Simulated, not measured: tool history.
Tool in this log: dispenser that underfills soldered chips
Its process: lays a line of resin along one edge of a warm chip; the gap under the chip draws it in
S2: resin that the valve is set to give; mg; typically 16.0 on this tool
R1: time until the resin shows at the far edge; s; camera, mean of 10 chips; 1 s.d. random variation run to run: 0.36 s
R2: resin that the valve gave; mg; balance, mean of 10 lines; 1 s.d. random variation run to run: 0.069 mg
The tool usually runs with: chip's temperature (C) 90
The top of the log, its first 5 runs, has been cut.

-- day=0.592 new syringe of resin
run 6 day=0.608 | chip's_temperature_(C)=90 S2=19.1 | R1=19.7 R2=18.10
run 7 day=0.729 | chip's_temperature_(C)=90 S2=19.9 | R1=21.4 R2=18.71
run 8 day=0.821 | chip's_temperature_(C)=92 S2=19.9 | R1=22.1 R2=18.71
-- day=0.983 new syringe of resin
run 9 day=1.000 | chip's_temperature_(C)=90 S2=16.0 | R1=20.2 R2=15.00
run 10 day=1.117 | chip's_temperature_(C)=83 S2=16.0 | R1=27.3 R2=14.94
run 11 day=1.275 | chip's_temperature_(C)=99 S2=16.0 | R1=19.2 R2=14.90
-- day=1.379 new syringe of resin
run 12 day=1.450 | chip's_temperature_(C)=90 S2=14.9 | R1=20.6 R2=13.91
-- day=1.504 dispensing valve cleaned and set on the balance
run 13 day=1.646 | chip's_temperature_(C)=90 S2=16.0 | R1=23.2 R2=16.00
-- day=1.812 new syringe of resin
run 14 day=1.846 | chip's_temperature_(C)=90 S2=16.0 | R1=20.4 R2=16.05
run 15 day=1.996 | chip's_temperature_(C)=90 S2=16.0 | R1=23.2 R2=15.87
-- day=2.204 new syringe of resin
run 16 day=2.204 | chip's_temperature_(C)=90 S2=16.0 | R1=19.3 R2=15.97
run 17 day=2.329 | chip's_temperature_(C)=90 S2=16.0 | R1=21.8 R2=15.89
run 18 day=2.479 | chip's_temperature_(C)=78 S2=16.0 | R1=35.2 R2=15.78
-- day=2.592 new syringe of resin
run 19 day=2.642 | chip's_temperature_(C)=78 S2=16.0 | R1=30.1 R2=15.75
run 20 day=2.758 | chip's_temperature_(C)=79 S2=16.0 | R1=31.6 R2=15.72
run 21 day=2.875 | chip's_temperature_(C)=79 S2=16.0 | R1=33.9 R2=15.63
-- day=2.988 new syringe of resin
run 22 day=3.017 | chip's_temperature_(C)=95 S2=15.9 | R1=17.9 R2=15.53

Run 23 is up next; what results do you expect?
run 23 day=3.217 | chip's_temperature_(C)=95 S2=15.9 | R1=? R2=?

{"run 23": {"R1": 20.3, "R2": 15.44}}
Minus the tool's unlogged condition, the same run would have read R1 16.4 s, R2 15.82 mg.
